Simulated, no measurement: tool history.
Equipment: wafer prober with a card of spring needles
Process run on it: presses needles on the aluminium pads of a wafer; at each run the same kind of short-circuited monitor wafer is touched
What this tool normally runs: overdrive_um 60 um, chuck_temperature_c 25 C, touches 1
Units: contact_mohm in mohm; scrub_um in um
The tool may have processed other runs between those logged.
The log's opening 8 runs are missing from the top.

| run | day | overdrive_um | chuck_temperature_c | touches | contact_mohm | scrub_um |
|---|---|---|---|---|---|---|
|  | 5.354 | tips cleaned on abrasive film |
| 9 | 5.508 | 60 | 32 | 1 | 228 | 8.9 |
|  | 5.642 | tips cleaned on abrasive film |
|  | 5.9 | tips cleaned on abrasive film |
|  | 6.221 | tips cleaned on abrasive film |
| 10 | 6.25 | 60 | 25 | 1 | 220 | 8.7 |
|  | 6.496 | tips cleaned on abrasive film |
|  | 6.754 | tips cleaned on abrasive film |
|  | 7.038 | tips cleaned on abrasive film |
| 11 | 7.038 | 60 | 25 | 1 | 220 | 8.81 |
|  | 7.317 | tips cleaned on abrasive film |
| 12 | 7.525 | 60 | 25 | 1 | 222 | 8.76 |
|  | 7.592 | tips cleaned on abrasive film |
|  | 7.908 | tips cleaned on abrasive film |
|  | 8.229 | tips cleaned on abrasive film |
| 13 | 8.279 | 60 | 113 | 1 | 243 | 8.79 |
|  | 8.512 | tips cleaned on abrasive film |
|  | 8.808 | tips cleaned on abrasive film |
| 14 | 9.004 | 42 | 25 | 1 | 228 | 6.18 |
|  | 9.071 | tips cleaned on abrasive film |
|  | 9.362 | tips cleaned on abrasive film |
|  | 9.629 | tips cleaned on abrasive film |
| 15 | 9.629 | 42 | 25 | 1 | 230 | 6.25 |
|  | 9.942 | tips cleaned on abrasive film |
|  | 10.233 | tips cleaned on abrasive film |
| 16 | 10.233 | 43 | 91 | 1 | 246 | 6.34 |
|  | 10.521 | tips cleaned on abrasive film |
| 17 | 10.75 | 40 | 25 | 1 | 235 | 5.95 |
|  | 10.817 | tips cleaned on abrasive film |
|  | 11.133 | tips cleaned on abrasive film |
| 18 | 11.312 | 51 | 67 | 1 | 237 | 7.49 |

Run 19 comes next. What will it give?
|  | 11.438 | tips cleaned on abrasive film |
|  | 11.75 | tips cleaned on abrasive film |
| 19 | 11.821 | 44 | 67 | 1 | ? | ? |

contact_mohm: 238 mohm
scrub_um: 6.47 um
With the hidden condition absent and the run-to-run variation left alone, this run would have shown contact_mohm 238 mohm, scrub_um 6.47 um.

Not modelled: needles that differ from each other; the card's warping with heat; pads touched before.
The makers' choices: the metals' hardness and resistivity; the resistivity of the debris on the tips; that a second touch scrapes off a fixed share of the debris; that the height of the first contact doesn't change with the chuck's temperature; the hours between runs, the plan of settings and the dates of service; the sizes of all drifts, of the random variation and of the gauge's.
